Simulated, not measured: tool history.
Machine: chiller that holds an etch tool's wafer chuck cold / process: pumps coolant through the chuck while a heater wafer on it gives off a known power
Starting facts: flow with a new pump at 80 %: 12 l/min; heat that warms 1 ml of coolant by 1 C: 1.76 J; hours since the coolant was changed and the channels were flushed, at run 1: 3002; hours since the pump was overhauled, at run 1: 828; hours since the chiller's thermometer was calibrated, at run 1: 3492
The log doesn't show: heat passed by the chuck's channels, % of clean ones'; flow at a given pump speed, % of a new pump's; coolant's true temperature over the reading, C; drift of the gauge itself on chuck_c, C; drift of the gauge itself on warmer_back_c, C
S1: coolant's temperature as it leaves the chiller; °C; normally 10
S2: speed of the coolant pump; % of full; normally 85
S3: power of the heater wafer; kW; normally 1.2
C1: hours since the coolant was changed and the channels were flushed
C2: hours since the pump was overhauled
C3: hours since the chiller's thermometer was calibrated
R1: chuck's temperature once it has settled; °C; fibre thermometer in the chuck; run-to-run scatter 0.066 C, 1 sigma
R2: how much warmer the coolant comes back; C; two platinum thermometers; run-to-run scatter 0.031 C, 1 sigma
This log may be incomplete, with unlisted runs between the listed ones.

run    hour  S1  S2     S3    C1    C2    C3     R1    R2
  1       0  10  85    1.2  3002   828  3492  16.92  3.24
  2   108.8  10  85  1.627  3111   936  3601  19.91  4.41
  3   182.9  10  85  1.364  3185  1010  3675  18.16   3.7
  4     268  10  85  1.364  3270  1095  3760  18.15  3.75
  5   424.3  10  85  1.364  3426  1252  3917  18.12  3.72
  6   528.8  10  78  1.364  3531  1356  4021  18.83  4.12
  7   689.5  10  78  1.364  3691  1517  4182  18.71  4.11
  8     841  10  85    1.2  3843  1669  4334  16.99  3.34
  9   941.4  10  85    1.2  3943  1769  4434     17  3.34
     1051.1  -- chiller's thermometer calibrated
 10  1088.3  10  85    1.2  4089  1915    37  18.16  3.37
 11  1177.9  10  85    1.2  4179  2004   127  18.06  3.39
 12  1317.1  10  85    1.2  4318  2144   266  18.27  3.32
 13    1389  10  85    1.2  4390  2216   338  18.18  3.36
 14  1497.7  10  85    1.2  4498  2324   447  18.05  3.34
 15  1597.9  10  85    1.2  4599  2424   547  18.13   3.4
 16  1711.4   3  85    1.2  4712  2538   660   11.1  3.35
 17  1813.8   3  85    1.2  4815  2640   763  11.26  3.34
 18  1927.1   4  85  0.925  4928  2754   876  10.24  2.58
     1993.3  -- coolant changed, channels flushed
 19  2047.3   4  67  1.155    54  2868   990  12.71  4.29
 20  2194.6   4  67  1.155   201  3015  1137  12.65  4.28
 21  2338.9   4  67  1.155   346  3159  1282  12.78  4.34
 22  2433.6  15  75  1.765   440  3254  1376  27.24  5.84
 23  2537.6  17  68  0.902   544  3358  1480  23.62  3.37
 24  2679.8  17  68  0.902   686  3500  1623  23.67  3.35
 25  2766.3  11  68   0.87   773  3587  1709  17.46  3.22
 26  2904.9   5  68   0.87   912  3725  1848  11.38  3.23
 27  3008.5   5  68   0.87  1015  3829  1951  11.37  3.26
 28  3160.2   3  74  0.707  1167  3981  2103    7.8  2.43
 29  3228.2   6  78    1.2  1235  4049  2171  14.09  3.88
 30  3380.3   6  78    1.2  1387  4201  2323  14.14  3.88
 31  3504.1   2  85  0.745  1511  4325  2447    6.5   2.2
 32  3649.1  10  85    1.2  1656  4470  2592  17.59  3.54
 33  3722.5  10  61    1.2  1729  4543  2665   19.9  5.19

Each row is a separate what-if for the run after 33, all from the same tool condition, not one after another. Results?
  A  3880.8  10  76    1.2  1888  4701  2824   ?   ?
  B  3880.8   9  93  0.734  1888  4701  2824   ?   ?
  C  3880.8  18  61  1.451  1888  4701  2824   ?   ?

run     R1    R2
  A  18.16  3.96
  B  13.08  1.95
  C  30.01  6.34
With no hidden state in the tool, these same runs would have given:
run     R1    R2
  A  17.93  3.53
  B  13.25  1.74
  C  29.42  5.66

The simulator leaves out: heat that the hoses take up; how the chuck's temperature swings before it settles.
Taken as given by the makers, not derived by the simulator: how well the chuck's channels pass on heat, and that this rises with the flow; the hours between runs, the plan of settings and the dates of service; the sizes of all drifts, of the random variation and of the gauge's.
